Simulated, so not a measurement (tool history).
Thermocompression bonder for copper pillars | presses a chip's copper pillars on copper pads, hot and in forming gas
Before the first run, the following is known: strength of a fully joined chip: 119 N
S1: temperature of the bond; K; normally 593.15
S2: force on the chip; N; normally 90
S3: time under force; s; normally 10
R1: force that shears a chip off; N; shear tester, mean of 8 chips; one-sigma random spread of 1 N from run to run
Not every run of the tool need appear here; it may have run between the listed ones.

{"run": 1, "hour": 0.0, "S1": 593.15, "S2": 90, "S3": 10, "R1": 83.3}
{"run": 2, "hour": 13.4, "S1": 593.15, "S2": 90, "S3": 10, "R1": 83.2}
{"run": 3, "hour": 22.4, "S1": 593.15, "S2": 90, "S3": 10, "R1": 83.0}
{"run": 4, "hour": 33.2, "S1": 593.15, "S2": 90, "S3": 10, "R1": 82.1}
{"run": 5, "hour": 41.6, "S1": 593.15, "S2": 90, "S3": 10, "R1": 83.5}
{"run": 6, "hour": 51.3, "S1": 593.15, "S2": 90, "S3": 10, "R1": 80.8}
{"run": 7, "hour": 60.7, "S1": 593.15, "S2": 65, "S3": 10, "R1": 62.6}
{"run": 8, "hour": 67.7, "S1": 593.15, "S2": 90, "S3": 10, "R1": 81.3}
{"run": 9, "hour": 81.2, "S1": 585.15, "S2": 90, "S3": 10, "R1": 77.4}
{"run": 10, "hour": 94.8, "S1": 599.15, "S2": 75, "S3": 8, "R1": 70.6}
{"run": 11, "hour": 101.4, "S1": 586.15, "S2": 62, "S3": 6, "R1": 45.2}
{"run": 12, "hour": 113.5, "S1": 586.15, "S2": 62, "S3": 6, "R1": 45.1}
{"run": 13, "hour": 121.9, "S1": 605.15, "S2": 62, "S3": 10, "R1": 67.5}
{"run": 14, "hour": 129.9, "S1": 600.15, "S2": 90, "S3": 13, "R1": 91.8}
{"run": 15, "hour": 137.2, "S1": 597.15, "S2": 123, "S3": 24, "R1": 111.5}
{"hour": 139.2, "done": "forming gas filter changed"}
{"run": 16, "hour": 145.1, "S1": 593.15, "S2": 74, "S3": 9, "R1": 71.4}
{"run": 17, "hour": 150.8, "S1": 606.15, "S2": 59, "S3": 10, "R1": 68.3}
{"run": 18, "hour": 159.3, "S1": 583.15, "S2": 90, "S3": 10, "R1": 77.4}

3 ways to go on from here, each from the tool as it stands after run 18. What would each give?
{"run": "A", "hour": 171.1, "S1": 605.15, "S2": 56, "S3": 7, "R1": "?"}
{"run": "B", "hour": 171.1, "S1": 593.15, "S2": 101, "S3": 12, "R1": "?"}
{"run": "C", "hour": 171.1, "S1": 583.15, "S2": 90, "S3": 22, "R1": "?"}

run=A R1=55.2
run=B R1=93.8
run=C R1=93.9
Stripped of hidden state, with their random variation kept, the same runs would have yielded:
run=A R1=56.9
run=B R1=95.6
run=C R1=95.7

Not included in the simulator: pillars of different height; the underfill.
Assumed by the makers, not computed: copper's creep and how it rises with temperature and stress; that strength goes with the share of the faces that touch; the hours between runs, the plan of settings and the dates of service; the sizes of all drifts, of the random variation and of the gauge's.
